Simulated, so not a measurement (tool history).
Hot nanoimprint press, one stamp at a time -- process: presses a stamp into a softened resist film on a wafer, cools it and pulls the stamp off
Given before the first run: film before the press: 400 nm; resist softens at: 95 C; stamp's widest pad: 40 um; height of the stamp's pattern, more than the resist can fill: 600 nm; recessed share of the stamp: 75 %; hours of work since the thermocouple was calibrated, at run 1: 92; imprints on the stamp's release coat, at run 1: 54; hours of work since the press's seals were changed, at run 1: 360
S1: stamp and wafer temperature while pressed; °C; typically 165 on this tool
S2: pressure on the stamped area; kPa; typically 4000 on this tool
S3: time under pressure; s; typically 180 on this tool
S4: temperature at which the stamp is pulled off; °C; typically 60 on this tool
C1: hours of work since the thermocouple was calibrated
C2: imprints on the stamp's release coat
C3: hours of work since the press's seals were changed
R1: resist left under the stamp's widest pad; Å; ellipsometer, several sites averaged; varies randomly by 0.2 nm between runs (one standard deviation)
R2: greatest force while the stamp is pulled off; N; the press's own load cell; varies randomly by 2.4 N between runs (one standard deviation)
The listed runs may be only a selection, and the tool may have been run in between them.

run 1 hour=0 | S1=165 S2=4000 S3=180 S4=60 | C1=92 C2=54 C3=360 | R1=1482 R2=163
run 2 hour=13.3 | S1=165 S2=4000 S3=180 S4=60 | C1=102 C2=123 C3=370 | R1=1483 R2=162
run 3 hour=27.2 | S1=165 S2=4000 S3=180 S4=60 | C1=112 C2=194 C3=380 | R1=1479 R2=165
run 4 hour=37.8 | S1=165 S2=4000 S3=180 S4=60 | C1=119 C2=249 C3=388 | R1=1485 R2=161
run 5 hour=48 | S1=165 S2=5440 S3=180 S4=60 | C1=127 C2=302 C3=395 | R1=1248 R2=163
run 6 hour=60.2 | S1=165 S2=5440 S3=180 S4=60 | C1=136 C2=366 C3=404 | R1=1250 R2=164
run 7 hour=66.8 | S1=165 S2=4000 S3=180 S4=60 | C1=141 C2=400 C3=409 | R1=1485 R2=160
run 8 hour=74.9 | S1=165 S2=4000 S3=180 S4=60 | C1=146 C2=441 C3=415 | R1=1486 R2=163
run 9 hour=82.4 | S1=165 S2=4000 S3=180 S4=60 | C1=152 C2=480 C3=420 | R1=1482 R2=160
run 10 hour=88.3 | S1=165 S2=4000 S3=180 S4=60 | C1=156 C2=511 C3=425 | R1=1484 R2=169
run 11 hour=100.3 | S1=165 S2=4000 S3=180 S4=60 | C1=165 C2=572 C3=433 | R1=1484 R2=166
run 12 hour=113.4 | S1=163 S2=4000 S3=180 S4=60 | C1=174 C2=640 C3=443 | R1=1595 R2=165
run 13 hour=122.6 | S1=163 S2=4000 S3=180 S4=60 | C1=181 C2=688 C3=449 | R1=1597 R2=161
run 14 hour=130.1 | S1=165 S2=4840 S3=180 S4=60 | C1=186 C2=727 C3=455 | R1=1341 R2=165
run 15 hour=143.1 | S1=165 S2=4840 S3=180 S4=60 | C1=196 C2=794 C3=464 | R1=1341 R2=162
run 16 hour=150.6 | S1=165 S2=4840 S3=180 S4=60 | C1=201 C2=833 C3=470 | R1=1344 R2=167
run 17 hour=162.4 | S1=165 S2=4840 S3=180 S4=60 | C1=210 C2=894 C3=478 | R1=1343 R2=158
run 18 hour=170 | S1=176 S2=4840 S3=180 S4=50 | C1=215 C2=933 C3=484 | R1=932 R2=211
run 19 hour=180.5 | S1=166 S2=2660 S3=186 S4=47 | C1=223 C2=988 C3=491 | R1=1773 R2=216
run 20 hour=193.4 | S1=160 S2=5960 S3=109 S4=49 | C1=232 C2=1054 C3=501 | R1=1727 R2=212
run 21 hour=202.5 | S1=165 S2=2450 S3=159 S4=60 | C1=239 C2=1101 C3=507 | R1=2012 R2=163
run 22 hour=213.7 | S1=165 S2=4000 S3=117 S4=60 | C1=247 C2=1159 C3=516 | R1=1744 R2=165
run 23 hour=222.6 | S1=176 S2=3040 S3=102 S4=60 | C1=254 C2=1205 C3=522 | R1=1507 R2=164
-- hour=232.8 stamp cleaned and given a new release coat
-- hour=244.1 press's hydraulic seals changed and the load cell set to zero
-- hour=248.4 plate thermocouple calibrated
run 24 hour=251.4 | S1=176 S2=3030 S3=98 S4=65 | C1=2 C2=39 C3=3 | R1=1532 R2=143
run 25 hour=263.3 | S1=176 S2=3030 S3=98 S4=65 | C1=11 C2=101 C3=12 | R1=1536 R2=147
run 26 hour=277.2 | S1=176 S2=3030 S3=98 S4=65 | C1=21 C2=173 C3=22 | R1=1535 R2=139
run 27 hour=286.7 | S1=159 S2=4000 S3=195 S4=60 | C1=28 C2=222 C3=29 | R1=1797 R2=165
run 28 hour=295.1 | S1=156 S2=4480 S3=159 S4=52 | C1=34 C2=265 C3=35 | R1=2031 R2=196
run 29 hour=303.6 | S1=156 S2=4480 S3=159 S4=52 | C1=40 C2=309 C3=41 | R1=2032 R2=198
run 30 hour=312.7 | S1=164 S2=2980 S3=180 S4=51 | C1=47 C2=356 C3=48 | R1=1816 R2=199
run 31 hour=327.2 | S1=168 S2=6210 S3=180 S4=58 | C1=57 C2=431 C3=58 | R1=1056 R2=166

Entry by entry between the runs, the difference in hidden state between the last listed run before and the first listed run after:
Runs 23 to 24: stamp cleaned and given a new release coat (hour 232.8); press's hydraulic seals changed and the load cell set to zero (hour 244.1); plate thermocouple calibrated (hour 248.4)
  true temperature over the reading, C: 0.01 -> 0; pressure that arrives at the usual setting, %: 99.92 -> 99.99; grip of the stamp's worn release coat, % over a new coat's: 0.6 -> 0; drift of the gauge itself on residual_nm, %: 1.08 -> 1.13
  difference, measured minus the result without the unlogged condition, R1: +16 -> +17 Å
